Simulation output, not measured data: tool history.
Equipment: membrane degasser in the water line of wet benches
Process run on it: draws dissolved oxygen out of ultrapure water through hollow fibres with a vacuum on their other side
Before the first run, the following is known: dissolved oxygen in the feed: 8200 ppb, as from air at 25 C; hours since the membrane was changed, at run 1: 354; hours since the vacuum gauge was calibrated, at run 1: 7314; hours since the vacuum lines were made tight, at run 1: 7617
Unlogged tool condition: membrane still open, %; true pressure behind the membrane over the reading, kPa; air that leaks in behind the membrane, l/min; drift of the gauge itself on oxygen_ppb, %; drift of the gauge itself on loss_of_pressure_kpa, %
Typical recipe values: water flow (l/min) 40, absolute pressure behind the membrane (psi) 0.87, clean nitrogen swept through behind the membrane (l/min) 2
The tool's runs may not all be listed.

run   hour  water flow (l/min)  absolute pressure behind the membrane (psi)  clean nitrogen swept through behind the membrane (l/min)  hours since the membrane was changed  hours since the vacuum gauge was calibrated  hours since the vacuum lines were made tight  dissolved oxygen in the water behind the degasser (ppb)  pressure that the water loses in the fibres (psi)
  1      0                  40                                         0.87                                                         2                                   354                                         7314                                          7617                                                    126.5                                              4.656
  2   18.9                  40                                         0.87                                                         2                                   373                                         7333                                          7636                                                    125.2                                              4.709
  3   46.5                  40                                         0.87                                                         2                                   401                                         7361                                          7664                                                      127                                              4.702
  4   85.9                  40                                         0.87                                                         2                                   440                                         7400                                          7703                                                    125.2                                              4.692
  5    127                  40                                         0.87                                                         2                                   481                                         7441                                          7744                                                      125                                              4.667
  6  171.6                  40                                        1.459                                                         2                                   526                                         7486                                          7789                                                    300.4                                              4.672
  7  190.7                  40                                        0.811                                                         2                                   545                                         7505                                          7808                                                    107.1                                              4.667
  8  217.4                  40                                        0.811                                                         2                                   572                                         7532                                          7834                                                    107.5                                               4.65
  9  237.4                  40                                        0.811                                                         2                                   592                                         7552                                          7854                                                    108.5                                              4.588
 10  264.3                  40                                        1.758                                                         2                                   619                                         7579                                          7881                                                    383.6                                              4.664
 11  296.4                  40                                         0.87                                                         2                                   651                                         7611                                          7913                                                      126                                              4.621
 12  317.5                  40                                         0.87                                                         2                                   672                                         7632                                          7935                                                    123.1                                              4.615
 13  356.9                  40                                         0.87                                                         2                                   711                                         7671                                          7974                                                    125.6                                               4.66
 14  381.8                  40                                         0.87                                                         2                                   736                                         7696                                          7999                                                    126.2                                              4.637
 15  424.7                  40                                         0.87                                                         2                                   779                                         7739                                          8042                                                    124.2                                              4.608
 16  447.9                  40                                        1.079                                                         2                                   802                                         7762                                          8065                                                    187.5                                              4.621
 17  482.4                  40                                        1.079                                                         2                                   837                                         7797                                          8099                                                    189.9                                              4.641
 18    520                  33                                        0.854                                                      1.33                                   875                                         7835                                          8137                                                    144.7                                              3.836
 19  562.8                  33                                        0.854                                                      1.33                                   917                                         7877                                          8180                                                    144.7                                              3.796
 20  601.5                  43                                         0.97                                                      1.82                                   956                                         7916                                          8219                                                    180.2                                              4.999
 21  622.2                  40                                        0.551                                                      3.73                                   977                                         7937                                          8239                                                       18                                              4.564
 22  662.9                  40                                        0.551                                                      2.25                                  1017                                         7977                                          8280                                                     26.9                                              4.637
 23  708.2                  40                                        0.551                                                      5.44                                  1063                                         8023                                          8325                                                     13.8                                              4.606
 24  727.7                  32                                         0.94                                                       3.4                                  1082                                         8042                                          8345                                                     72.5                                               3.68
 25  752.3                  30                                         0.87                                                      1.76                                  1107                                         8067                                          8369                                                    107.2                                              3.459
 26  782.2                  42                                        0.992                                                       4.8                                  1137                                         8097                                          8399                                                     79.4                                              4.788
 27  812.7                  43                                        1.336                                                       4.8                                  1167                                         8127                                          8430                                                    129.7                                               4.92
 28    838                  43                                        1.336                                                       4.8                                  1192                                         8152                                          8455                                                      131                                               4.95
 29  866.5                  43                                         0.87                                                      2.47                                  1221                                         8181                                          8484                                                    113.5                                              4.952
 30  906.2                  48                                         0.87                                                      4.64                                  1261                                         8221                                          8523                                                     75.2                                              5.482
 31  944.9                  41                                        0.669                                                      4.64                                  1299                                         8259                                          8562                                                     32.2                                              4.724

Pick out some run-to-run changes in pressure that the water loses in the fibres (psi). Of each, how much would a tool without hidden state show as well, from the settings, what came in and chance, and how much is left for the hidden state and any gauge scatter not in both results compared?
Run 19 -> 20: water flow (l/min) 33 -> 43, absolute pressure behind the membrane (psi) 0.854 -> 0.97, clean nitrogen swept through behind the membrane (l/min) 1.33 -> 1.82. pressure that the water loses in the fibres (psi) +1.204: hidden state -0.022, all else +1.226.
Run 23 -> 24: water flow (l/min) 40 -> 32, absolute pressure behind the membrane (psi) 0.551 -> 0.94, clean nitrogen swept through behind the membrane (l/min) 5.44 -> 3.4. pressure that the water loses in the fibres (psi) -0.927: hidden state +0.016, all else -0.943.
Run 25 -> 26: water flow (l/min) 30 -> 42, absolute pressure behind the membrane (psi) 0.87 -> 0.992, clean nitrogen swept through behind the membrane (l/min) 1.76 -> 4.8. pressure that the water loses in the fibres (psi) +1.329: hidden state -0.032, all else +1.36.
Run 29 -> 30: water flow (l/min) 43 -> 48, clean nitrogen swept through behind the membrane (l/min) 2.47 -> 4.64. pressure that the water loses in the fibres (psi) +0.531: hidden state -0.019, all else +0.55.
